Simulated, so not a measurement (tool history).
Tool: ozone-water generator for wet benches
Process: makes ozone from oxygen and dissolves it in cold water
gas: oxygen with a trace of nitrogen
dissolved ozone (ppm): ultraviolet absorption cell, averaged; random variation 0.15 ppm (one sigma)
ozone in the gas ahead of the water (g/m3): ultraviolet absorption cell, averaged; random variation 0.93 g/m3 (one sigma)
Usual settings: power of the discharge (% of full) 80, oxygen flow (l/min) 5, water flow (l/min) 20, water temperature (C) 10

run    hour  power of the discharge (% of full)  oxygen flow (l/min)  water flow (l/min)  water temperature (C)  dissolved ozone (ppm)  ozone in the gas ahead of the water (g/m3)
  1       0                                  80                    5                  20                     10                   19.4                                         158
  2      63                                  80                  6.3                  20                     10                   19.3                                       134.5
  3   134.9                                  80                  6.3                  20                     10                   19.3                                       135.6
  4   227.2                                  80                  6.3                  20                     10                   19.8                                       134.1
  5   274.1                                  80                  6.3                  20                     10                   19.2                                       134.7
  6   318.7                                  80                 4.78                  20                     10                   19.5                                       164.1
  7   369.1                                  80                 4.78                  31                     10                     12                                       160.8
  8   420.8                                  80                 4.17                  20                     10                   19.4                                       177.9
  9   474.1                                  80                 4.17                  20                     10                   19.5                                       176.3
 10     520                                  80                 4.17                  20                     10                   19.5                                       175.4
 11   628.2                                  80                    5                  20                     10                   19.3                                       155.6
 12   723.9                                  80                    5                  25                     12                     15                                       156.9
 13   826.3                                  69                 3.86                  13                      7                   27.6                                       168.4
 14   882.5                                  92                    5                  21                     10                   20.2                                       169.4
 15   966.3                                  82                 3.83                  28                     17                     13                                       188.8
 16  1075.4                                  63                 3.83                  28                      9                   11.6                                       158.2
 17  1122.7                                  63                 3.83                  28                      9                   11.9                                       161.9
 18  1212.9                                  63                 3.83                  28                      9                   11.8                                       158.7
 19  1296.9                                  82                 3.83                  20                      9                   19.8                                       188.9
 20  1358.9                                  45                 4.93                  20                     10                   13.8                                       108.7
 21  1465.1                                  45                 4.46                  13                     17                   17.7                                       115.8

4 ways to go on from here, each from the tool as it stands after run 21. What would each give?
  A  1526.3                                  80                 3.11                  20                     10                      ?                                           ?
  B  1526.3                                  80                    5                  13                     10                      ?                                           ?
  C  1526.3                                  43                 3.21                  13                     10                      ?                                           ?
  D  1526.3                                  45                 8.44                  28                      6                      ?                                           ?

run  dissolved ozone (ppm)  ozone in the gas ahead of the water (g/m3)
  A                   19.5                                       211.4
  B                   28.3                                       154.6
  C                   19.9                                       141.7
  D                   10.2                                        77.9
Without the tool's hidden state the same runs would have given:
run  dissolved ozone (ppm)  ozone in the gas ahead of the water (g/m3)
  A                   19.6                                       216.9
  B                   28.3                                       158.5
  C                   19.9                                       145.3
  D                   10.2                                        79.9
